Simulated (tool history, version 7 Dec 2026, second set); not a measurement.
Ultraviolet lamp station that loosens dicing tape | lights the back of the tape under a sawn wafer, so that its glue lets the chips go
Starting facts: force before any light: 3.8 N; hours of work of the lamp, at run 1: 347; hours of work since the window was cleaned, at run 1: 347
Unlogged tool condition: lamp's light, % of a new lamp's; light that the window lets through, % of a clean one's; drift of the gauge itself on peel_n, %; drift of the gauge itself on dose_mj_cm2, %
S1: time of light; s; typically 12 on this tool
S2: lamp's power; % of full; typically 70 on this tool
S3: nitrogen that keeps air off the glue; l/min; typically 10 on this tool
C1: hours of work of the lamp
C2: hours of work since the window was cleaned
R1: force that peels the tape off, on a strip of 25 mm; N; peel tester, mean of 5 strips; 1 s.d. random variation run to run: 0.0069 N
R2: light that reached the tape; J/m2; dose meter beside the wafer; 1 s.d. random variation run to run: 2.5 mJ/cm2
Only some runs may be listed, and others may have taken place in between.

Run 1, day 0: usual settings; C1 347; C2 347. Result: R1 0.318 N, R2 2540 J/m2.
Run 2, day 2.679: usual settings but S3 16 l/min; C1 398; C2 398. Result: R1 0.246 N, R2 2500 J/m2.
Run 3, day 5.262: usual settings but S3 16 l/min; C1 447; C2 447. Result: R1 0.26 N, R2 2390 J/m2.
Run 4, day 7.704: usual settings but S3 16 l/min; C1 493; C2 493. Result: R1 0.273 N, R2 2360 J/m2.
At day 8.546: window cleaned of glue's vapour.
Run 5, day 11.496: usual settings but S3 16 l/min; C1 565; C2 56. Result: R1 0.253 N, R2 2420 J/m2.
Run 6, day 13.304: usual settings but S3 16 l/min; C1 600; C2 91. Result: R1 0.265 N, R2 2420 J/m2.
Run 7, day 15.85: usual settings but S3 16 l/min; C1 648; C2 139. Result: R1 0.274 N, R2 2340 J/m2.
Run 8, day 19.35: usual settings but S1 16 s, S2 67 % of full; C1 715; C2 206. Result: R1 0.237 N, R2 2920 J/m2.
Run 9, day 22.792: usual settings but S2 75 % of full; C1 781; C2 272. Result: R1 0.344 N, R2 2300 J/m2.
Run 10, day 26.342: usual settings but S2 75 % of full; C1 848; C2 339. Result: R1 0.374 N, R2 2330 J/m2.
Run 11, day 29.158: usual settings but S1 6 s, S3 5 l/min; C1 902; C2 393. Result: R1 1.683 N, R2 1020 J/m2.
Run 12, day 32.962: usual settings but S1 10 s, S2 60 % of full, S3 11 l/min; C1 974; C2 465. Result: R1 0.773 N, R2 1430 J/m2.
At day 35.142: window cleaned of glue's vapour.
Run 13, day 35.179: usual settings but S2 78 % of full, S3 9 l/min; C1 1016; C2 1. Result: R1 0.409 N, R2 2360 J/m2.

Each row is a separate what-if for the run after 13, all from the same tool condition, not one after another. Results?
Run A, day 37.992: usual settings but S1 9 s, S2 62 % of full, S3 4 l/min; C1 1070; C2 54. Result: R1 ?, R2 ?.
Run B, day 37.992: usual settings but S2 69 % of full, S3 9 l/min; C1 1070; C2 54. Result: R1 ?, R2 ?.
Run C, day 37.992: usual settings but S1 16 s, S2 78 % of full, S3 9 l/min; C1 1070; C2 54. Result: R1 ?, R2 ?.

run     R1    R2
  A  1.383  1370
  B  0.483  2030
  C  0.243  3090
What these runs would have given with no unlogged condition in the tool:
run     R1    R2
  A   0.89  1990
  B  0.249  2950
  C  0.149  4460
